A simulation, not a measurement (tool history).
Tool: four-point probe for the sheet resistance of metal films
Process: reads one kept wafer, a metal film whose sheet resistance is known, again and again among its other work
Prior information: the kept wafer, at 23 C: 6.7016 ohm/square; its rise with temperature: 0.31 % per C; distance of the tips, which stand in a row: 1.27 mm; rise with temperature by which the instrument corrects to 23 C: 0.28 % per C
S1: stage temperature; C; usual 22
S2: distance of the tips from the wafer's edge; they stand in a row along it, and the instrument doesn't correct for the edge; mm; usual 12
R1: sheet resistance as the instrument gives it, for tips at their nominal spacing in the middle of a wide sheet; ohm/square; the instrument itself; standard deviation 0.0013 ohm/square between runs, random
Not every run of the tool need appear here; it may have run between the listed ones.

{"run": 1, "hour": 0.0, "S1": 22, "S2": 12, "R1": 6.741152}
{"run": 2, "hour": 62.9, "S1": 22, "S2": 12, "R1": 6.740153}
{"run": 3, "hour": 130.9, "S1": 30, "S2": 12, "R1": 6.761612}
{"run": 4, "hour": 213.9, "S1": 22, "S2": 60, "R1": 6.698989}
{"hour": 227.3, "done": "stage's thermometer calibrated"}
{"run": 5, "hour": 299.6, "S1": 22, "S2": 60, "R1": 6.700838}
{"run": 6, "hour": 342.5, "S1": 22, "S2": 60, "R1": 6.701359}
{"run": 7, "hour": 427.4, "S1": 22, "S2": 12, "R1": 6.741981}
{"run": 8, "hour": 514.3, "S1": 22, "S2": 12, "R1": 6.739463}
{"run": 9, "hour": 569.3, "S1": 22, "S2": 12, "R1": 6.739509}
{"run": 10, "hour": 638.9, "S1": 22, "S2": 15, "R1": 6.726284}
{"run": 11, "hour": 686.1, "S1": 22, "S2": 15, "R1": 6.725879}
{"run": 12, "hour": 724.2, "S1": 28, "S2": 12, "R1": 6.753776}
{"run": 13, "hour": 804.8, "S1": 28, "S2": 12, "R1": 6.755202}
{"run": 14, "hour": 880.2, "S1": 20, "S2": 52, "R1": 6.699079}
{"run": 15, "hour": 939.2, "S1": 21, "S2": 6, "R1": 6.857245}
{"run": 16, "hour": 1013.5, "S1": 22, "S2": 3, "R1": 7.284803}
{"run": 17, "hour": 1090.2, "S1": 23, "S2": 24, "R1": 6.71234}
{"run": 18, "hour": 1138.3, "S1": 19, "S2": 3, "R1": 7.277659}
{"run": 19, "hour": 1193.4, "S1": 19, "S2": 5, "R1": 6.914363}
{"run": 20, "hour": 1240.1, "S1": 19, "S2": 5, "R1": 6.915782}
{"run": 21, "hour": 1308.1, "S1": 19, "S2": 5, "R1": 6.91799}
{"run": 22, "hour": 1386.6, "S1": 19, "S2": 5, "R1": 6.916999}

Expected results for the next run?
{"run": 23, "hour": 1449.6, "S1": 19, "S2": 5, "R1": "?"}

{"run 23": {"R1": 6.916584}}
If the tool had no hidden condition, the same run with the same run-to-run variation would have returned R1 6.916666 ohm/square.

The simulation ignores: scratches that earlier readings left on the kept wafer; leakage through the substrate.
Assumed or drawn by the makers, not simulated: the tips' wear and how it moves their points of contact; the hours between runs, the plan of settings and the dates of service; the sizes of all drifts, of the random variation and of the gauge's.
